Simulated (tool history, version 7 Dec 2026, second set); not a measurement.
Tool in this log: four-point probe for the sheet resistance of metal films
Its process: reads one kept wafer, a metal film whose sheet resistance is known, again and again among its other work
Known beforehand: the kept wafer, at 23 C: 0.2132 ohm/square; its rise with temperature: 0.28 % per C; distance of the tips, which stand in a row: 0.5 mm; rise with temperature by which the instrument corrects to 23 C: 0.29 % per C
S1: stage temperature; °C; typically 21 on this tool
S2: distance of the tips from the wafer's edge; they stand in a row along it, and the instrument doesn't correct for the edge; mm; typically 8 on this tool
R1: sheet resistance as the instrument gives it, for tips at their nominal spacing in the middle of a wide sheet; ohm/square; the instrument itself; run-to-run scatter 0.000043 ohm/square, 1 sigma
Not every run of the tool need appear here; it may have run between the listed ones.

run,hour,S1,S2,R1
1,0.0,21,8,0.213477
2,70.9,21,8,0.213507
3,121.8,21,8,0.213475
4,178.0,21,8,0.213461
5,212.0,21,8,0.213353
6,282.3,21,8,0.213375
7,335.2,21,6,0.213650
8,383.7,21,6,0.213679
9,448.4,24,6,0.213575
10,528.9,21,8,0.213232
11,576.0,21,8,0.213259
12,641.9,21,8,0.213226
13,704.0,21,8,0.213169
14,786.8,21,8,0.213072
15,858.4,21,8,0.213099
16,916.2,21,8,0.213037
17,963.2,21,8,0.212998
18,1005.9,21,8,0.213026
19,1060.0,21,8,0.212940
20,1129.8,30,8,0.212727
21,1174.0,30,8,0.212632
22,1248.2,30,8,0.212629
23,1294.9,30,8,0.212492
24,1368.1,30,8,0.212478
# hour 1408.8: new probe head fitted
25,1433.5,21,58,0.212870
26,1473.9,21,58,0.212788
27,1533.0,21,58,0.212825
# hour 1544.9: stage's thermometer calibrated
28,1607.5,23,5,0.213703
29,1682.0,21,28,0.212705
30,1757.6,21,28,0.212658
31,1834.4,27,14,0.212454
32,1877.4,23,13,0.212656
33,1925.0,23,13,0.212639
34,1960.5,23,9,0.212792
35,2041.5,19,13,0.212664
36,2114.4,28,8,0.212525
37,2160.3,20,22,0.212445
38,2239.5,21,4,0.214103
39,2282.7,21,4,0.214110
40,2320.4,32,54,0.211852
41,2364.8,32,54,0.211964
42,2406.1,28,8,0.212380
43,2461.2,19,8,0.212686
44,2533.8,19,8,0.212643
45,2613.5,21,19,0.212202

Per-run results on a tool with no hidden state, each run keeping its own random variation:
Unlogged tool condition in this case: inner tips' distance over the nominal, %; tips' flats over new ones', %; wafer's true temperature over the reading, C; drift of the gauge itself on sheet_ohm, %.
run,R1
1,0.213655
2,0.213726
3,0.213720
4,0.213740
5,0.213652
6,0.213715
7,0.214020
8,0.214075
9,0.214007
10,0.213711
11,0.213763
12,0.213771
13,0.213749
14,0.213696
15,0.213765
16,0.213736
17,0.213726
18,0.213779
19,0.213723
20,0.213549
21,0.213479
22,0.213521
23,0.213409
24,0.213435
25,0.213299
26,0.213243
27,0.213311
28,0.214304
29,0.213346
30,0.213341
31,0.213177
32,0.213405
33,0.213416
34,0.213591
35,0.213506
36,0.213405
37,0.213349
38,0.215061
39,0.215095
40,0.212849
41,0.212984
42,0.213423
43,0.213756
44,0.213754
45,0.213357

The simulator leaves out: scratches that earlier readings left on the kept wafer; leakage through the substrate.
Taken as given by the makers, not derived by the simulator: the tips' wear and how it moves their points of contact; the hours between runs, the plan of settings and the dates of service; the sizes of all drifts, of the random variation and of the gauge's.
